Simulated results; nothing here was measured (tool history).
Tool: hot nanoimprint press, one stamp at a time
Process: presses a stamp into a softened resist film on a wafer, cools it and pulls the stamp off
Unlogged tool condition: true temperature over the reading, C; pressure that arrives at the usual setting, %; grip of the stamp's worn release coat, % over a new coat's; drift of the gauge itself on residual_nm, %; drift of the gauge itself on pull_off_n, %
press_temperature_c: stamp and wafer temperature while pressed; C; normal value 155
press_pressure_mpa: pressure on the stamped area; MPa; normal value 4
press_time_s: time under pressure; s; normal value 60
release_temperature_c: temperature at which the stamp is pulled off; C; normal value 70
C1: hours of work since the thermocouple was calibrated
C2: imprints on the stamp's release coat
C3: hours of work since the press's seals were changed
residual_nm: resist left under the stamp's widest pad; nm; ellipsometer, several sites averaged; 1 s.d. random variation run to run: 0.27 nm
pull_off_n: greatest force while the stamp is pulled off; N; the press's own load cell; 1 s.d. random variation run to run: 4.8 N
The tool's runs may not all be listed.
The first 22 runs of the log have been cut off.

{"run": 23, "hour": 517.0, "press_temperature_c": 162, "press_pressure_mpa": 5, "press_time_s": 31, "release_temperature_c": 65, "C1": 246, "C2": 454, "C3": 653, "residual_nm": 68.2, "pull_off_n": 308}
{"run": 24, "hour": 538.9, "press_temperature_c": 162, "press_pressure_mpa": 5, "press_time_s": 31, "release_temperature_c": 65, "C1": 257, "C2": 503, "C3": 664, "residual_nm": 68.4, "pull_off_n": 304}
{"run": 25, "hour": 564.3, "press_temperature_c": 146, "press_pressure_mpa": 6.06, "press_time_s": 31, "release_temperature_c": 65, "C1": 269, "C2": 561, "C3": 676, "residual_nm": 134.2, "pull_off_n": 320}
{"run": 26, "hour": 588.0, "press_temperature_c": 146, "press_pressure_mpa": 6.06, "press_time_s": 31, "release_temperature_c": 65, "C1": 280, "C2": 614, "C3": 687, "residual_nm": 133.7, "pull_off_n": 324}
{"run": 27, "hour": 618.6, "press_temperature_c": 143, "press_pressure_mpa": 4, "press_time_s": 31, "release_temperature_c": 70, "C1": 295, "C2": 683, "C3": 702, "residual_nm": 165.5, "pull_off_n": 297}
{"run": 28, "hour": 633.6, "press_temperature_c": 161, "press_pressure_mpa": 4, "press_time_s": 41, "release_temperature_c": 70, "C1": 302, "C2": 716, "C3": 709, "residual_nm": 71.5, "pull_off_n": 295}
{"run": 29, "hour": 653.7, "press_temperature_c": 165, "press_pressure_mpa": 5.4, "press_time_s": 92, "release_temperature_c": 78, "C1": 312, "C2": 761, "C3": 719, "residual_nm": 36.6, "pull_off_n": 246}
{"run": 30, "hour": 680.2, "press_temperature_c": 165, "press_pressure_mpa": 5.4, "press_time_s": 80, "release_temperature_c": 66, "C1": 324, "C2": 821, "C3": 731, "residual_nm": 38.5, "pull_off_n": 326}

Consider 4 possible next runs. They are alternatives, not a sequence: every one starts from the tool as it was left by run 30. What does each give?
{"run": "A", "hour": 710.2, "press_temperature_c": 146, "press_pressure_mpa": 3.05, "press_time_s": 60, "release_temperature_c": 66, "C1": 338, "C2": 888, "C3": 746, "residual_nm": "?", "pull_off_n": "?"}
{"run": "B", "hour": 710.2, "press_temperature_c": 165, "press_pressure_mpa": 5.21, "press_time_s": 80, "release_temperature_c": 66, "C1": 338, "C2": 888, "C3": 746, "residual_nm": "?", "pull_off_n": "?"}
{"run": "C", "hour": 710.2, "press_temperature_c": 165, "press_pressure_mpa": 5.4, "press_time_s": 41, "release_temperature_c": 68, "C1": 338, "C2": 888, "C3": 746, "residual_nm": "?", "pull_off_n": "?"}
{"run": "D", "hour": 710.2, "press_temperature_c": 147, "press_pressure_mpa": 6.07, "press_time_s": 60, "release_temperature_c": 65, "C1": 338, "C2": 888, "C3": 746, "residual_nm": "?", "pull_off_n": "?"}

run=A residual_nm=141 pull_off_n=344
run=B residual_nm=39.7 pull_off_n=337
run=C residual_nm=51 pull_off_n=331
run=D residual_nm=105.1 pull_off_n=349
Without the tool's unlogged condition, the same runs would have read:
run=A residual_nm=141 pull_off_n=255
run=B residual_nm=38.6 pull_off_n=249
run=C residual_nm=49.6 pull_off_n=244
run=D residual_nm=102.7 pull_off_n=256

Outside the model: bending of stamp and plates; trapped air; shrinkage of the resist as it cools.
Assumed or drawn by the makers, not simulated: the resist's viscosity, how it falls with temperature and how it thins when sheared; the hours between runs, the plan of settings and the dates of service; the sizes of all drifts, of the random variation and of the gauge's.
